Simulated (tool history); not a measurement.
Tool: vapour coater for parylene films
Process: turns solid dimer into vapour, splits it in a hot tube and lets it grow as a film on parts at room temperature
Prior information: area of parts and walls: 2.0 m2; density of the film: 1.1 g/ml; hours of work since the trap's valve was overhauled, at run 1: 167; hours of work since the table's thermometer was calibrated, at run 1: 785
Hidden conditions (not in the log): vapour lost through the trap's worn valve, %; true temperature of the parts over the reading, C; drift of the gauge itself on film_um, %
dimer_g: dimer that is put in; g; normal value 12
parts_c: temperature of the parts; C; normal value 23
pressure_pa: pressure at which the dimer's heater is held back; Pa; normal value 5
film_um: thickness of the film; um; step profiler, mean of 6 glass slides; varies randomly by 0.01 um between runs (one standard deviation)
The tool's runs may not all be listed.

run	day	dimer_g	parts_c	pressure_pa	hours of work since the trap's valve was overhauled	hours of work since the table's thermometer was calibrated	film_um
1	0	12	23	5	167	785	2.44
2	0.829	12	23	5	181	799	2.46
3	2.442	12	23	5	209	827	2.46
4	3.475	12	23	5	226	844	2.47
# day 4.238: trap's valve overhauled
5	4.438	12	23	5	3	858	2.45
6	6.371	12	23	5	36	891	2.48
# day 7.317: table's thermometer calibrated
7	8.108	9	23	7.54	65	14	1.79
8	9.967	14	23	7.54	97	45	2.79
9	11	14	19	9.66	115	63	2.93
10	12.067	14	19	9.66	133	81	2.92
11	13.221	13	21	6.85	152	101	2.7

Alternative continuations, all from the tool just after run 11; predict every row:
A	14.875	11	29	5	181	129	?
B	14.875	9	15	6.96	181	129	?
C	14.875	16	21	6.85	181	129	?

run	film_um
A	2.05
B	2.09
C	3.34
Take away the tool's hidden state, keep each run's random variation, and the runs would have read:
run	film_um
A	2.03
B	2.06
C	3.3

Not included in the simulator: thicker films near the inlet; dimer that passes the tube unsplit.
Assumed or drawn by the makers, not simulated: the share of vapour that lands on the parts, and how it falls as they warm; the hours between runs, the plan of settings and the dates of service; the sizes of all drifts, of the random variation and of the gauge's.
